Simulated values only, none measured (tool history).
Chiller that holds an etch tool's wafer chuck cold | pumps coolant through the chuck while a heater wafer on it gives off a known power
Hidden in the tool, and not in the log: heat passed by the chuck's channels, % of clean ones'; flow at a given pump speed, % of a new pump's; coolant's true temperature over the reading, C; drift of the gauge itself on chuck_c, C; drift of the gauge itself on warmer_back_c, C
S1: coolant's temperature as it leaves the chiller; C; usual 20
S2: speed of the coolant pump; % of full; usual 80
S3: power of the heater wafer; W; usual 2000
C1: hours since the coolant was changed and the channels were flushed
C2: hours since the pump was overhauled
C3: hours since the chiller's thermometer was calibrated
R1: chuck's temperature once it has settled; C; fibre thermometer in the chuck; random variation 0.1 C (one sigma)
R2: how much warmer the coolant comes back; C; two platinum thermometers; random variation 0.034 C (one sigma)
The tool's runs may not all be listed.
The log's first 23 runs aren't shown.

Run 24, hour 1033.8: usual settings but S2 64 % of full, S3 1516 W; C1 2708; C2 1588; C3 631. Result: R1 39.3 C, R2 5.60 C.
Run 25, hour 1062.8: usual settings but S2 64 % of full, S3 1516 W; C1 2737; C2 1617; C3 660. Result: R1 39.1 C, R2 5.53 C.
Run 26, hour 1089.1: usual settings but S2 64 % of full, S3 1516 W; C1 2763; C2 1643; C3 686. Result: R1 39.5 C, R2 5.52 C.
Run 27, hour 1142.2: usual settings but S2 64 % of full, S3 1516 W; C1 2816; C2 1696; C3 739. Result: R1 39.5 C, R2 5.54 C.
Run 28, hour 1197.6: usual settings but S1 26 C, S2 64 % of full, S3 1516 W; C1 2871; C2 1752; C3 795. Result: R1 45.5 C, R2 5.56 C.
Run 29, hour 1231.1: usual settings but S1 26 C, S2 64 % of full, S3 1811 W; C1 2905; C2 1785; C3 828. Result: R1 49.4 C, R2 6.64 C.
Run 30, hour 1286.5: usual settings but S1 26 C, S2 64 % of full, S3 1811 W; C1 2960; C2 1840; C3 883. Result: R1 49.3 C, R2 6.71 C.
Run 31, hour 1316.5: usual settings but S1 17 C, S2 92 % of full, S3 1811 W; C1 2990; C2 1870; C3 913. Result: R1 34.4 C, R2 4.56 C.

Forecast each of these 4 alternatives for the next run:
Run A, hour 1346.5: usual settings but S1 17 C, S2 92 % of full, S3 1527 W; C1 3020; C2 1900; C3 943. Result: R1 ?, R2 ?.
Run B, hour 1346.5: usual settings but S1 15 C; C1 3020; C2 1900; C3 943. Result: R1 ?, R2 ?.
Run C, hour 1346.5: usual settings but S1 21 C, S2 92 % of full, S3 1082 W; C1 3020; C2 1900; C3 943. Result: R1 ?, R2 ?.
Run D, hour 1346.5: usual settings but S2 92 % of full, S3 2249 W; C1 3020; C2 1900; C3 943. Result: R1 ?, R2 ?.

run    R1    R2
  A  31.7  3.80
  B  36.5  5.79
  C  31.4  2.68
  D  41.6  5.63
Without the tool's hidden state the same runs would have given:
run    R1    R2
  A  30.6  3.71
  B  34.9  5.65
  C  30.7  2.62
  D  40.0  5.50

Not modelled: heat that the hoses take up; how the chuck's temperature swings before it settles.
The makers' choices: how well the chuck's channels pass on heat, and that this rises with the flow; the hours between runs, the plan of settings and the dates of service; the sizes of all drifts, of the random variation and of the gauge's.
